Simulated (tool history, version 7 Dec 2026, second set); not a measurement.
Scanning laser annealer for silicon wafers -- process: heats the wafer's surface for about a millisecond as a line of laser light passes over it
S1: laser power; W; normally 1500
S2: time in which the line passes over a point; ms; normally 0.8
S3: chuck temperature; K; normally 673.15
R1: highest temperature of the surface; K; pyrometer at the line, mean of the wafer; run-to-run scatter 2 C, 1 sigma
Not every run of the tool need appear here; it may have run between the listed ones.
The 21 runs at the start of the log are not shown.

Run 22, hour 336.5: usual settings. Result: R1 1522.15 K.
Run 23, hour 347: usual settings but S1 1402 W, S2 0.939 ms, S3 659.15 K. Result: R1 1508.15 K.
Run 24, hour 355.9: usual settings but S1 1415 W, S2 0.564 ms, S3 708.15 K. Result: R1 1362.15 K.
Run 25, hour 370.3: usual settings but S2 0.589 ms. Result: R1 1391.15 K.
Run 26, hour 385.5: usual settings but S1 1309 W, S2 0.819 ms. Result: R1 1401.15 K.
Run 27, hour 395.6: usual settings but S3 646.15 K. Result: R1 1495.15 K.
Run 28, hour 403.6: usual settings but S1 1424 W, S2 0.908 ms, S3 660.15 K. Result: R1 1510.15 K.
Run 29, hour 420.9: usual settings but S1 1634 W, S2 0.99 ms, S3 668.15 K. Result: R1 1722.15 K.
Run 30, hour 432.7: usual settings but S2 0.637 ms, S3 671.15 K. Result: R1 1422.15 K.
Run 31, hour 447.5: usual settings but S2 0.637 ms, S3 671.15 K. Result: R1 1424.15 K.
Run 32, hour 460.8: usual settings but S1 1456 W, S2 0.637 ms, S3 681.15 K. Result: R1 1406.15 K.
At hour 466.1: window over the wafer cleaned.
Run 33, hour 475.5: usual settings but S1 1642 W, S2 0.637 ms, S3 638.15 K. Result: R1 1476.15 K.
Run 34, hour 491.9: usual settings but S1 1642 W, S2 0.637 ms, S3 638.15 K. Result: R1 1475.15 K.
Run 35, hour 505.5: usual settings but S1 1497 W, S2 0.643 ms, S3 653.15 K. Result: R1 1405.15 K.
Run 36, hour 521.6: usual settings but S1 1429 W. Result: R1 1471.15 K.
Run 37, hour 540.7: usual settings but S1 1507 W, S2 0.979 ms, S3 686.15 K. Result: R1 1636.15 K.
Run 38, hour 560.4: usual settings but S1 1524 W, S2 0.979 ms, S3 683.15 K. Result: R1 1647.15 K.
Run 39, hour 569.2: usual settings but S1 1556 W, S3 656.15 K. Result: R1 1543.15 K.
Run 40, hour 587.5: usual settings but S1 1556 W, S3 656.15 K. Result: R1 1541.15 K.
Run 41, hour 598.2: usual settings but S1 1446 W, S2 0.789 ms, S3 656.15 K. Result: R1 1463.15 K.

Below are 3 alternative next runs, each starting from the tool's condition after run 41. Predict each:
Run A, hour 615.4: usual settings but S3 648.15 K. Result: R1 ?.
Run B, hour 615.4: usual settings but S1 1446 W, S2 0.789 ms, S3 704.15 K. Result: R1 ?.
Run C, hour 615.4: usual settings but S1 1479 W, S3 690.15 K. Result: R1 ?.

run       R1
  A  1496.15
  B  1504.15
  C  1523.15
Had the tool no hidden state, the same runs would have come out as:
run       R1
  A  1496.15
  B  1505.15
  C  1523.15

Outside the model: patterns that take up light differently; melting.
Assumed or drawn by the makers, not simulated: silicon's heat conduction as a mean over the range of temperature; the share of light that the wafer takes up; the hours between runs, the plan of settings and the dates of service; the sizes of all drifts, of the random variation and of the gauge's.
